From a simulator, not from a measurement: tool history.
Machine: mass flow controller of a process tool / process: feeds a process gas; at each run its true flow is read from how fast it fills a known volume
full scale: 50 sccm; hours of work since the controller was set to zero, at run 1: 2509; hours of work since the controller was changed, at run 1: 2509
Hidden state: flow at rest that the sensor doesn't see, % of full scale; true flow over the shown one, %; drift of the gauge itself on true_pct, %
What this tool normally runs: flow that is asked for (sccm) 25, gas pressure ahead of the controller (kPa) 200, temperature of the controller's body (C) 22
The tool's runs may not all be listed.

run    hour  flow that is asked for (sccm)  gas pressure ahead of the controller (kPa)  temperature of the controller's body (C)  hours of work since the controller was set to zero  hours of work since the controller was changed  true flow (%)
  1       0                             25                                         200                                        22                                                2509                                            2509          99.84
  2   130.3                             25                                         200                                        22                                                2557                                            2557          99.85
  3   201.8                             13                                         200                                        22                                                2583                                            2583           99.7
  4   313.7                             13                                         200                                        22                                                2624                                            2624          99.63
  5     424                             13                                         200                                        28                                                2665                                            2665          98.87
  6     504                             13                                         200                                        28                                                2694                                            2694          98.75
  7   626.9                             13                                         200                                        28                                                2740                                            2740          98.77
  8   752.1                             13                                         200                                        28                                                2786                                            2786          98.56
  9   816.4                             13                                         200                                        28                                                2810                                            2810          98.57
 10   881.4                             13                                         272                                        28                                                2834                                            2834           98.7
 11   949.8                             13                                         272                                        28                                                2859                                            2859          98.65
 12  1064.7                             27                                         171                                        31                                                2901                                            2901          98.13
 13  1136.8                             11                                         230                                        23                                                2928                                            2928          98.76
 14  1193.5                             11                                         230                                        23                                                2949                                            2949          98.98
 15  1301.9                             25                                         197                                        22                                                2989                                            2989          99.25
 16  1389.5                             39                                         200                                        24                                                3021                                            3021          98.97
 17  1517.7                             25                                         180                                        22                                                3068                                            3068          99.05
 18  1572.9                             20                                         149                                        36                                                3089                                            3089          97.29
 19  1675.5                              5                                         176                                        36                                                3126                                            3126          96.98
 20  1761.3                              5                                         233                                        36                                                3158                                            3158          97.09
 21  1838.4                             25                                         232                                        26                                                3186                                            3186          98.21

Branching from run 21: 4 alternative next runs. What would each branch give?
  A  1949.4                             13                                         203                                        22                                                3227                                            3227              ?
  B  1949.4                             25                                         232                                        30                                                3227                                            3227              ?
  C  1949.4                             25                                         143                                        26                                                3227                                            3227              ?
  D  1949.4                             25                                         175                                        23                                                3227                                            3227              ?

run  true flow (%)
  A          98.48
  B          97.81
  C          97.99
  D          98.43
What these runs would have given with no unlogged condition in the tool:
run  true flow (%)
  A          99.81
  B          99.12
  C          99.31
  D          99.76
